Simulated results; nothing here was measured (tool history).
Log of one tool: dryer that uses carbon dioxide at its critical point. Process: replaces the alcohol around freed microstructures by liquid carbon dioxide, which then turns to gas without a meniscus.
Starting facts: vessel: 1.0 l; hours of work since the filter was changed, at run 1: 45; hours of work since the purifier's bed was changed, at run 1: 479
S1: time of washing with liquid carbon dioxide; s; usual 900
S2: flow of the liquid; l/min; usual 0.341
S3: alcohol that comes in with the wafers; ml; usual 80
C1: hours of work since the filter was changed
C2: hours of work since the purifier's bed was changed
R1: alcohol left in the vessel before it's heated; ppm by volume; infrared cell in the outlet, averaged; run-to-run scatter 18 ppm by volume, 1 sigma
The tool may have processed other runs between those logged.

Run 1, hour 0: usual settings; C1 45; C2 479. Result: R1 1413 ppm by volume.
Run 2, hour 28.4: usual settings but S3 60 ml; C1 56; C2 491. Result: R1 1133 ppm by volume.
Run 3, hour 65.1: usual settings but S3 60 ml; C1 71; C2 505. Result: R1 1154 ppm by volume.
Run 4, hour 101: usual settings; C1 85; C2 520. Result: R1 1565 ppm by volume.
Run 5, hour 126.5: usual settings; C1 95; C2 530. Result: R1 1576 ppm by volume.
Run 6, hour 145.4: usual settings; C1 103; C2 537. Result: R1 1661 ppm by volume.
Run 7, hour 179.6: usual settings but S2 0.429 l/min; C1 116; C2 551. Result: R1 646 ppm by volume.
Run 8, hour 217: usual settings but S2 0.429 l/min; C1 131; C2 566. Result: R1 688 ppm by volume.
Run 9, hour 249: usual settings but S2 0.429 l/min; C1 144; C2 579. Result: R1 704 ppm by volume.
Run 10, hour 265.1: usual settings but S1 840 s; C1 150; C2 585. Result: R1 2415 ppm by volume.
Run 11, hour 284: usual settings but S1 1020 s, S2 0.235 l/min, S3 23 ml; C1 158; C2 593. Result: R1 1390 ppm by volume.
Run 12, hour 318.3: usual settings but S1 1020 s, S2 0.235 l/min, S3 23 ml; C1 172; C2 606. Result: R1 1398 ppm by volume.
At hour 321.9: inlet filter changed.
Run 13, hour 343.2: usual settings but S1 1020 s, S2 0.235 l/min, S3 23 ml; C1 9; C2 616. Result: R1 1023 ppm by volume.
Run 14, hour 375: usual settings but S1 780 s, S2 0.283 l/min; C1 21; C2 629. Result: R1 4146 ppm by volume.
Run 15, hour 409.7: usual settings but S1 1320 s, S2 0.528 l/min, S3 34 ml; C1 35; C2 642. Result: R1 120 ppm by volume.
Run 16, hour 441.6: usual settings but S1 600 s, S2 0.406 l/min, S3 37 ml; C1 48; C2 655. Result: R1 1447 ppm by volume.
Run 17, hour 462.3: usual settings but S1 660 s, S2 0.235 l/min, S3 74 ml; C1 56; C2 663. Result: R1 10012 ppm by volume.
Run 18, hour 492.8: usual settings but S1 540 s, S2 0.46 l/min, S3 52 ml; C1 68; C2 676. Result: R1 1892 ppm by volume.
Run 19, hour 521.6: usual settings but S1 540 s, S2 0.46 l/min, S3 79 ml; C1 80; C2 687. Result: R1 2971 ppm by volume.

Forecast each of these 4 alternatives for the next run:
Run A, hour 552.3: usual settings but S1 1080 s, S2 0.46 l/min, S3 110 ml; C1 92; C2 699. Result: R1 ?.
Run B, hour 552.3: usual settings but S1 840 s; C1 92; C2 699. Result: R1 ?.
Run C, hour 552.3: usual settings but S1 1200 s, S2 0.394 l/min, S3 37 ml; C1 92; C2 699. Result: R1 ?.
Run D, hour 552.3: usual settings but S1 540 s, S2 0.541 l/min, S3 79 ml; C1 92; C2 699. Result: R1 ?.

run    R1
  A   275
  B  2026
  C   200
  D  1636
Without the tool's hidden state the same runs would have given:
run    R1
  A    97
  B  1481
  C    51
  D  1163

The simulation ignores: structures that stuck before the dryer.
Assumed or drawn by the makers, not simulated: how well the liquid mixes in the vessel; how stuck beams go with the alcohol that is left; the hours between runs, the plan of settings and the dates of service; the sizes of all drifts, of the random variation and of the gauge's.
